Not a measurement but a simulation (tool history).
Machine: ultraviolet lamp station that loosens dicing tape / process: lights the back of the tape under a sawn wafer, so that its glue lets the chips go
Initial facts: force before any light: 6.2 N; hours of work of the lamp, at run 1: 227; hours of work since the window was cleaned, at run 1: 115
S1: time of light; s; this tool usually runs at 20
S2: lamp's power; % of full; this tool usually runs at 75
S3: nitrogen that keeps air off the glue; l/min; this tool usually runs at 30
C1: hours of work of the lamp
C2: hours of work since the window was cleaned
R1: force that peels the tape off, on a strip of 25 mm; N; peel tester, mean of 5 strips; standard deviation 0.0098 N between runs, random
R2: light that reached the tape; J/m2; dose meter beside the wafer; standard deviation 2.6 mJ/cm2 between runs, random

{"run": 1, "hour": 0.0, "S1": 20, "S2": 75, "S3": 30, "C1": 227, "C2": 115, "R1": 0.703, "R2": 2650}
{"run": 2, "hour": 13.7, "S1": 20, "S2": 75, "S3": 30, "C1": 237, "C2": 124, "R1": 0.686, "R2": 2600}
{"run": 3, "hour": 22.2, "S1": 20, "S2": 89, "S3": 30, "C1": 242, "C2": 130, "R1": 0.505, "R2": 3130}
{"run": 4, "hour": 33.7, "S1": 20, "S2": 75, "S3": 30, "C1": 250, "C2": 138, "R1": 0.712, "R2": 2660}
{"run": 5, "hour": 46.4, "S1": 20, "S2": 75, "S3": 36, "C1": 259, "C2": 147, "R1": 0.626, "R2": 2570}
{"run": 6, "hour": 53.3, "S1": 30, "S2": 75, "S3": 40, "C1": 264, "C2": 152, "R1": 0.246, "R2": 3830}

Run 7 comes next. What will it give?
{"run": 7, "hour": 61.2, "S1": 30, "S2": 75, "S3": 40, "C1": 269, "C2": 157, "R1": "?", "R2": "?"}

Run 7 produced R1 0.271 N, R2 3890 J/m2.
The same run, on a tool lacking any hidden state, would have yielded R1 0.161 N, R2 5180 J/m2.
